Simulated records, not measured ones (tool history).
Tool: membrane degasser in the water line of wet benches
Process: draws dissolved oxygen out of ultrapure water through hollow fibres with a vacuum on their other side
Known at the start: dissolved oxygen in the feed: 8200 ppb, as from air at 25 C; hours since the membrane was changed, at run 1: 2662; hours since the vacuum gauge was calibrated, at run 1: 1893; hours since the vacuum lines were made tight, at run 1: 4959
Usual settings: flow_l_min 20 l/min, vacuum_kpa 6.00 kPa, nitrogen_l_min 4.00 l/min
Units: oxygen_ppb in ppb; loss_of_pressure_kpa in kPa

run	hour	flow_l_min	vacuum_kpa	nitrogen_l_min	hours since the membrane was changed	hours since the vacuum gauge was calibrated	hours since the vacuum lines were made tight	oxygen_ppb	loss_of_pressure_kpa
1	0.0	20	6.00	4.00	2662	1893	4959	116.3	37.47
2	189.2	20	6.00	4.00	2851	2082	5148	117.2	37.41
3	411.5	20	6.00	4.00	3073	2305	5371	117.0	37.41
4	622.8	20	6.00	4.00	3284	2516	5582	120.1	37.36
5	815.9	20	6.00	4.00	3477	2709	5775	120.1	37.60
6	1007.1	21	6.00	4.00	3669	2900	5966	131.7	39.29
# hour 1026.5: vacuum gauge calibrated
7	1167.2	20	4.01	4.00	3828	141	6126	95.1	37.49
8	1400.0	17	3.97	2.95	4061	374	6359	72.2	32.30
9	1536.7	17	3.97	2.95	4198	510	6495	71.5	32.02
10	1649.2	17	3.97	1.65	4310	623	6608	78.6	32.21

5 ways to go on from here, each from the tool as it stands after run 10. What would each give?
A	1858.9	20	6.00	9.82	4520	832	6818	?	?
B	1858.9	20	10.66	4.88	4520	832	6818	?	?
C	1858.9	20	11.20	2.71	4520	832	6818	?	?
D	1858.9	31	3.97	1.93	4520	832	6818	?	?
E	1858.9	17	3.97	2.27	4520	832	6818	?	?

run	oxygen_ppb	loss_of_pressure_kpa
A	100.9	37.60
B	160.1	37.52
C	228.5	37.65
D	232.8	58.54
E	74.5	32.21
Without the tool's hidden state the same runs would have given:
run	oxygen_ppb	loss_of_pressure_kpa
A	93.5	36.93
B	151.4	36.85
C	218.3	36.98
D	217.5	57.50
E	68.2	31.64
